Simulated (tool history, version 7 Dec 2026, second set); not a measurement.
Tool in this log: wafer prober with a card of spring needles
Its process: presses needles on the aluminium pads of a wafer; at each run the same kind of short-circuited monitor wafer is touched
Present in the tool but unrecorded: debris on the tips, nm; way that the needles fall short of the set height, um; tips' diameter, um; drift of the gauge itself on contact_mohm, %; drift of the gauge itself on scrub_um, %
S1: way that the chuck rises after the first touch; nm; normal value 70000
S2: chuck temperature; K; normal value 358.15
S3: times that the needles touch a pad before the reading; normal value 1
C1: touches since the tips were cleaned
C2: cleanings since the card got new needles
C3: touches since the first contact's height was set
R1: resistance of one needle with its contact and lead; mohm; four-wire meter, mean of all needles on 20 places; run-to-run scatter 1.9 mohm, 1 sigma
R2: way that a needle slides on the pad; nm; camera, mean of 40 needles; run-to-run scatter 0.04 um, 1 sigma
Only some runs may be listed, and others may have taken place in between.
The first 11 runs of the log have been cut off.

| run | day | S1 | S2 | S3 | C1 | C2 | C3 | R1 | R2 |
|---|---|---|---|---|---|---|---|---|---|
|  | 6.017 | tips cleaned on abrasive film |
|  | 6.354 | tips cleaned on abrasive film |
| 12 | 6.429 | 70000 | 362.15 | 1 | 1190 | 65 | 70179 | 205 | 17320 |
|  | 6.704 | tips cleaned on abrasive film |
|  | 6.833 | height of the first contact set anew |
|  | 7.088 | tips cleaned on abrasive film |
| 13 | 7.121 | 70000 | 358.15 | 1 | 537 | 67 | 4442 | 211 | 17410 |
|  | 7.433 | tips cleaned on abrasive film |
|  | 7.762 | tips cleaned on abrasive film |
| 14 | 7.808 | 70000 | 358.15 | 1 | 750 | 69 | 15036 | 210 | 17320 |
|  | 8.100 | tips cleaned on abrasive film |
| 15 | 8.188 | 70000 | 358.15 | 2 | 1346 | 70 | 20874 | 207 | 17380 |
|  | 8.462 | tips cleaned on abrasive film |
| 16 | 8.750 | 78000 | 394.15 | 1 | 4504 | 71 | 29574 | 215 | 19400 |
|  | 8.792 | tips cleaned on abrasive film |
| 17 | 9.088 | 78000 | 394.15 | 1 | 4622 | 72 | 34743 | 217 | 19360 |
|  | 9.146 | tips cleaned on abrasive film |
|  | 9.500 | tips cleaned on abrasive film |
| 18 | 9.692 | 78000 | 394.15 | 1 | 3005 | 74 | 44048 | 214 | 19320 |
|  | 9.817 | gauge calibrated |
|  | 9.879 | tips cleaned on abrasive film |
| 19 | 10.108 | 78000 | 394.15 | 1 | 3557 | 75 | 50453 | 218 | 19560 |
|  | 10.221 | tips cleaned on abrasive film |
|  | 10.567 | tips cleaned on abrasive film |
| 20 | 10.725 | 55000 | 308.15 | 3 | 2451 | 77 | 59942 | 198 | 13770 |
|  | 10.892 | tips cleaned on abrasive film |
| 21 | 11.092 | 55000 | 308.15 | 3 | 3069 | 78 | 65589 | 196 | 13680 |

Run 22, settings as shown, results not yet in. Your forecast:
|  | 11.246 | tips cleaned on abrasive film |
|  | 11.579 | tips cleaned on abrasive film |
|  | 11.783 | height of the first contact set anew |
| 22 | 11.804 | 54000 | 385.15 | 2 | 3288 | 80 | 317 | ? | ? |

R1: 214 mohm
R2: 13490 nm
Had the tool carried no hidden state, the very same run would have given R1 214 mohm, R2 13520 nm.

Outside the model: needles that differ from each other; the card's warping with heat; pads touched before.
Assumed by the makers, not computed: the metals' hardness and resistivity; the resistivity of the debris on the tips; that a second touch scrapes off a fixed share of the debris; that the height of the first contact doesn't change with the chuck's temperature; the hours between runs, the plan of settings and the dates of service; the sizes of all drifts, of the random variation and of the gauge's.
